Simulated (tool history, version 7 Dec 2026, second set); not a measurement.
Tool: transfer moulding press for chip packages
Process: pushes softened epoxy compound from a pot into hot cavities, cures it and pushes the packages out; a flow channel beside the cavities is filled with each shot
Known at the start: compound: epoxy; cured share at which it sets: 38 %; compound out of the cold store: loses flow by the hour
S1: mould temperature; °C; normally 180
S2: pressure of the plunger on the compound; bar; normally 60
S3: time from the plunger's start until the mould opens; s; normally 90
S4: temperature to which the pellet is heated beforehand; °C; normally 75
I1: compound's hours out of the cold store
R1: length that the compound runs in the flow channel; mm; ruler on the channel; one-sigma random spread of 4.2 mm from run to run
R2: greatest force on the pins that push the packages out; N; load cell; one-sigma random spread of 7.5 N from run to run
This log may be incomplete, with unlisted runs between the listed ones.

Run 1, hour 0: usual settings; I1 24.3. Result: R1 927 mm, R2 345 N.
At hour 6.3: mould's thermocouples calibrated.
Run 2, hour 17.8: usual settings; I1 12. Result: R1 951 mm, R2 382 N.
Run 3, hour 32.4: usual settings; I1 22. Result: R1 911 mm, R2 430 N.
At hour 48: cavities cleaned with cleaning compound and waxed.
Run 4, hour 52.3: usual settings; I1 21. Result: R1 919 mm, R2 337 N.
Run 5, hour 74.1: usual settings; I1 35.6. Result: R1 878 mm, R2 434 N.
At hour 95.4: cavities cleaned with cleaning compound and waxed.
Run 6, hour 105.4: usual settings but S1 176 °C; I1 22.3. Result: R1 929 mm, R2 447 N.

Expected results for the next run?
Run 7, hour 131.1: usual settings but S1 176 °C; I1 37.7. Result: R1 ?, R2 ?.

{"run 7": {"R1": 880, "R2": 530}}
Were there no unlogged condition in the tool, this run, its random variation unchanged, would have produced R1 943 mm, R2 376 N.

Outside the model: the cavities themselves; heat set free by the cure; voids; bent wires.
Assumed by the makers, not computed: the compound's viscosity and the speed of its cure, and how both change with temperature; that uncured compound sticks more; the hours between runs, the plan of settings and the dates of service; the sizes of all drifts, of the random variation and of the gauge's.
